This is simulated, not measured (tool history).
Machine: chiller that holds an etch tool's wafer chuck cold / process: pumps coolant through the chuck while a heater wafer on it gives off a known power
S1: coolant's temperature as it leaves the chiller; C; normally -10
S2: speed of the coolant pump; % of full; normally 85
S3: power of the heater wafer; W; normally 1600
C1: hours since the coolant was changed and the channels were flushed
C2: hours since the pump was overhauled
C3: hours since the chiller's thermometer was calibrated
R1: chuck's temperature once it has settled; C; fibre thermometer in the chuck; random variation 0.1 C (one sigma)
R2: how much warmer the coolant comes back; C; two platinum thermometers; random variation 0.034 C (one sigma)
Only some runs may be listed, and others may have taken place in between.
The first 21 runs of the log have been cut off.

{"run": 22, "hour": 3419.9, "S1": -12, "S2": 85, "S3": 1056, "C1": 6669, "C2": 1507, "C3": 3361, "R1": -4.2, "R2": 3.82}
{"run": 23, "hour": 3526.4, "S1": -10, "S2": 79, "S3": 1977, "C1": 6775, "C2": 1613, "C3": 3468, "R1": 6.2, "R2": 7.59}
{"run": 24, "hour": 3676.4, "S1": -10, "S2": 88, "S3": 1715, "C1": 6925, "C2": 1763, "C3": 3618, "R1": 2.8, "R2": 5.89}
{"run": 25, "hour": 3881.0, "S1": -10, "S2": 88, "S3": 1715, "C1": 7130, "C2": 1968, "C3": 3822, "R1": 2.8, "R2": 5.95}
{"run": 26, "hour": 4019.7, "S1": -15, "S2": 65, "S3": 1505, "C1": 7269, "C2": 2107, "C3": 3961, "R1": -0.3, "R2": 7.22}
{"run": 27, "hour": 4159.7, "S1": -15, "S2": 92, "S3": 1849, "C1": 7409, "C2": 2246, "C3": 4101, "R1": -1.7, "R2": 6.06}
{"hour": 4252.1, "done": "chiller's thermometer calibrated"}
{"run": 28, "hour": 4279.2, "S1": -15, "S2": 92, "S3": 1849, "C1": 7527, "C2": 2365, "C3": 27, "R1": -1.2, "R2": 6.06}
{"run": 29, "hour": 4483.0, "S1": -17, "S2": 80, "S3": 2202, "C1": 7731, "C2": 2569, "C3": 231, "R1": 1.8, "R2": 8.55}
{"run": 30, "hour": 4661.5, "S1": -16, "S2": 76, "S3": 1160, "C1": 7909, "C2": 2747, "C3": 409, "R1": -5.5, "R2": 4.77}
{"run": 31, "hour": 4876.7, "S1": -10, "S2": 65, "S3": 1605, "C1": 8125, "C2": 2962, "C3": 625, "R1": 6.7, "R2": 7.84}

Predict each of these 4 candidate next runs independently; none follows another, all start after run 31:
{"run": "A", "hour": 5076.7, "S1": -10, "S2": 65, "S3": 1179, "C1": 8325, "C2": 3163, "C3": 825, "R1": "?", "R2": "?"}
{"run": "B", "hour": 5076.7, "S1": -10, "S2": 80, "S3": 1600, "C1": 8325, "C2": 3163, "C3": 825, "R1": "?", "R2": "?"}
{"run": "C", "hour": 5076.7, "S1": -10, "S2": 86, "S3": 1600, "C1": 8325, "C2": 3163, "C3": 825, "R1": "?", "R2": "?"}
{"run": "D", "hour": 5076.7, "S1": -10, "S2": 85, "S3": 967, "C1": 8325, "C2": 3163, "C3": 825, "R1": "?", "R2": "?"}

run=A R1=2.3 R2=5.81
run=B R1=4.0 R2=6.20
run=C R1=2.8 R2=5.78
run=D R1=-2.3 R2=3.55
Without the tool's unlogged condition, the same runs would have read:
run=A R1=-0.1 R2=5.51
run=B R1=1.3 R2=5.87
run=C R1=0.3 R2=5.48
run=D R1=-3.8 R2=3.37
